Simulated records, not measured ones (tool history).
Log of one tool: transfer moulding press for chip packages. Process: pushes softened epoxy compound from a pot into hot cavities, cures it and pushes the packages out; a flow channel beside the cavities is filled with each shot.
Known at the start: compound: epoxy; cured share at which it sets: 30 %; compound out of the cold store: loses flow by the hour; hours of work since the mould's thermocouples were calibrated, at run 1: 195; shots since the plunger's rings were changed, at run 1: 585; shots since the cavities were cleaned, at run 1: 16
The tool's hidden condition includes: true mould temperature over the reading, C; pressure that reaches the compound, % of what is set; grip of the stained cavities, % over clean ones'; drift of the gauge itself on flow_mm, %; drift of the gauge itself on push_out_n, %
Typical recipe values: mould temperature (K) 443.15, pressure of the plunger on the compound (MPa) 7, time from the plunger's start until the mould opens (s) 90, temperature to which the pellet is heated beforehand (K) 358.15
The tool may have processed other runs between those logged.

run   hour  mould temperature (K)  pressure of the plunger on the compound (MPa)  time from the plunger's start until the mould opens (s)  temperature to which the pellet is heated beforehand (K)  hours of work since the mould's thermocouples were calibrated  shots since the plunger's rings were changed  shots since the cavities were cleaned  incoming compound's hours out of the cold store  length that the compound runs in the flow channel (mm)  greatest force on the pins that push the packages out (N)
  1      0                 443.15                                              7                                                       90                                                    358.15                                                            195                                           585                                     16                                             42.3                                                     873                                                        335
  2   39.6                 443.15                                              7                                                       90                                                    358.15                                                            224                                          1126                                    557                                             36.1                                                     902                                                        589
  3   67.7                 443.15                                              7                                                       90                                                    358.15                                                            244                                          1508                                    939                                             23.1                                                     967                                                        655
      85.2  -- cavities cleaned with cleaning compound and waxed
  4  100.1                 443.15                                              7                                                       90                                                    358.15                                                            266                                          1929                                    203                                             24.4                                                     950                                                        471
  5  123.3                 443.15                                              7                                                       90                                                    358.15                                                            282                                          2246                                    520                                             42.1                                                     848                                                        576
  6  153.2                 443.15                                              7                                                       90                                                    358.15                                                            304                                          2653                                    927                                             37.8                                                     886                                                        668
     171.1  -- cavities cleaned with cleaning compound and waxed
  7  184.2                 443.15                                              7                                                       90                                                    358.15                                                            325                                          3055                                    179                                             17.1                                                     965                                                        449
  8  231.1                 443.15                                              7                                                       90                                                    358.15                                                            358                                          3694                                    818                                             34.7                                                     886                                                        631
     256.4  -- cavities cleaned with cleaning compound and waxed
  9  272.4                 443.15                                              7                                                       90                                                    358.15                                                            387                                          4236                                    217                                             46.8                                                     822                                                        457
 10  300.9                 449.15                                              7                                                       90                                                    358.15                                                            407                                          4626                                    607                                             41.1                                                     822                                                        480
       339  -- plunger's sealing rings changed
     346.2  -- cavities cleaned with cleaning compound and waxed
 11  349.2                 449.15                                              7                                                       90                                                    358.15                                                            439                                           118                                     41                                             46.1                                                     864                                                        301
 12  385.6                 449.15                                           5.47                                                       90                                                    358.15                                                            465                                           615                                    538                                               19                                                     853                                                        470
 13  412.7                 449.15                                           5.47                                                       90                                                    358.15                                                            484                                           984                                    907                                             14.9                                                     879                                                        533
     431.9  -- cavities cleaned with cleaning compound and waxed
 14  461.4                 449.15                                           5.47                                                       90                                                    358.15                                                            518                                          1627                                    403                                             19.4                                                     862                                                        441
 15    508                 449.15                                           5.47                                                       90                                                    358.15                                                            552                                          2262                                   1038                                             27.4                                                     815                                                        542
     519.4  -- cavities cleaned with cleaning compound and waxed
 16  546.1                 449.15                                           5.47                                                       90                                                    358.15                                                            578                                          2761                                    364                                             15.1                                                     863                                                        430
 17    577                 449.15                                           5.47                                                      106                                                    358.15                                                            600                                          3181                                    784                                               43                                                     726                                                        491
 18  598.3                 445.15                                           6.82                                                       90                                                    358.15                                                            615                                          3472                                   1075                                             20.6                                                     934                                                        619
     608.3  -- cavities cleaned with cleaning compound and waxed
 19  644.3                 445.15                                           6.82                                                      105                                                    359.15                                                            647                                          4079                                    491                                             46.4                                                     805                                                        448
 20  691.5                 447.15                                              7                                                       86                                                    358.15                                                            681                                          4722                                   1134                                              9.8                                                     983                                                        599
     697.1  -- cavities cleaned with cleaning compound and waxed
 21  715.4                 447.15                                              7                                                       86                                                    358.15                                                            697                                          5027                                    250                                             26.1                                                     889                                                        424
     724.1  -- plunger's sealing rings changed
 22  750.6                 443.15                                           6.57                                                       90                                                    362.15                                                            720                                           360                                    695                                             25.8                                                     949                                                        581
     786.5  -- cavities cleaned with cleaning compound and waxed
 23  795.1                 436.15                                              7                                                       93                                                    349.15                                                            751                                           947                                    117                                             12.4                                                    1027                                                        645
 24  827.7                 436.15                                              7                                                       93                                                    349.15                                                            774                                          1390                                    560                                             46.9                                                     865                                                        798
 25  860.8                 443.15                                              7                                                       91                                                    358.15                                                            798                                          1843                                   1013                                             16.5                                                    1000                                                        629
     873.3  -- cavities cleaned with cleaning compound and waxed
 26    890                 443.15                                           6.03                                                       93                                                    363.15                                                            818                                          2220                                    228                                             11.3                                                     943                                                        456
 27  927.7                 445.15                                           5.51                                                      101                                                    358.15                                                            845                                          2734                                    742                                             25.1                                                     824                                                        497
     956.7  -- mould's thermocouples calibrated
     962.2  -- cavities cleaned with cleaning compound and waxed
 28  980.7                 445.15                                           7.76                                                      101                                                    358.15                                                             16                                          3409                                    253                                               26                                                     983                                                        385

Run by run, hidden condition taken away, random variation retained:
run  length that the compound runs in the flow channel (mm)  greatest force on the pins that push the packages out (N)
  1                                                     880                                                        330
  2                                                     915                                                        352
  3                                                     986                                                        349
  4                                                     974                                                        355
  5                                                     872                                                        344
  6                                                     916                                                        355
  7                                                    1003                                                        356
  8                                                     928                                                        345
  9                                                     868                                                        340
 10                                                     872                                                        278
 11                                                     868                                                        280
 12                                                     862                                                        275
 13                                                     892                                                        279
 14                                                     882                                                        282
 15                                                     840                                                        282
 16                                                     895                                                        286
 17                                                     758                                                        267
 18                                                     978                                                        328
 19                                                     849                                                        276
 20                                                    1046                                                        319
 21                                                     950                                                        307
 22                                                     961                                                        340
 23                                                    1047                                                        579
 24                                                     887                                                        509
 25                                                    1031                                                        346
 26                                                     976                                                        352
 27                                                     859                                                        279
 28                                                    1028                                                        265
